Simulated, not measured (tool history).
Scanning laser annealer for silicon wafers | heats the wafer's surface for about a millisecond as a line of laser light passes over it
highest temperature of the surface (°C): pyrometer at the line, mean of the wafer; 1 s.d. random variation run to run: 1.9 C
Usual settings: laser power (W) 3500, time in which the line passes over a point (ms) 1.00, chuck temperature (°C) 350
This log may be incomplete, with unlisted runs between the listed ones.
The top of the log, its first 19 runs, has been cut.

run,day,laser power (W),time in which the line passes over a point (ms),chuck temperature (°C),hours of work since the window was cleaned,hours of work since the power meter was calibrated,hours of work since the optics were aligned,highest temperature of the surface (°C)
20,17.217,3500,0.80,350,32,822,1118,1058
21,18.179,3500,0.80,350,47,837,1132,1054
22,19.271,3495,0.74,350,63,853,1149,1030
23,20.121,3495,0.74,350,75,865,1161,1024
24,20.950,3495,0.74,350,87,878,1173,1028
25,21.517,3440,0.76,363,96,886,1182,1041
26,22.346,3500,1.12,329,108,898,1194,1157
27,23.221,3500,1.12,329,121,911,1207,1159
# day 24.183: optics aligned, line set to its width
28,24.517,3054,0.72,329,137,927,5,911
29,25.308,3244,0.79,351,149,939,17,995
30,25.879,3244,0.79,351,157,947,25,1004
31,27.179,3244,0.84,351,176,966,44,1017
32,27.879,3374,0.99,350,186,977,55,1105
33,28.429,3446,1.22,375,195,985,63,1230
34,29.733,3545,0.72,326,214,1004,82,1002
35,30.771,3500,1.02,347,229,1019,97,1144
36,31.383,3100,1.00,350,238,1028,106,1041
37,32.254,3500,0.83,342,251,1041,119,1059
38,33.150,3397,1.00,336,264,1054,132,1094
39,34.008,3397,1.00,336,277,1067,145,1097
40,34.942,3397,1.08,330,291,1081,159,1116
41,36.150,3798,0.71,381,308,1099,176,1102

Forecast each of these 3 alternatives for the next run:
A,37.158,3798,0.74,381,323,1113,191,?
B,37.158,3746,1.10,372,323,1113,191,?
C,37.158,3798,0.84,325,323,1113,191,?

run,highest temperature of the surface (°C)
A,1122
B,1252
C,1110
Without the tool's unlogged condition, the same runs would have read:
run,highest temperature of the surface (°C)
A,1123
B,1253
C,1111

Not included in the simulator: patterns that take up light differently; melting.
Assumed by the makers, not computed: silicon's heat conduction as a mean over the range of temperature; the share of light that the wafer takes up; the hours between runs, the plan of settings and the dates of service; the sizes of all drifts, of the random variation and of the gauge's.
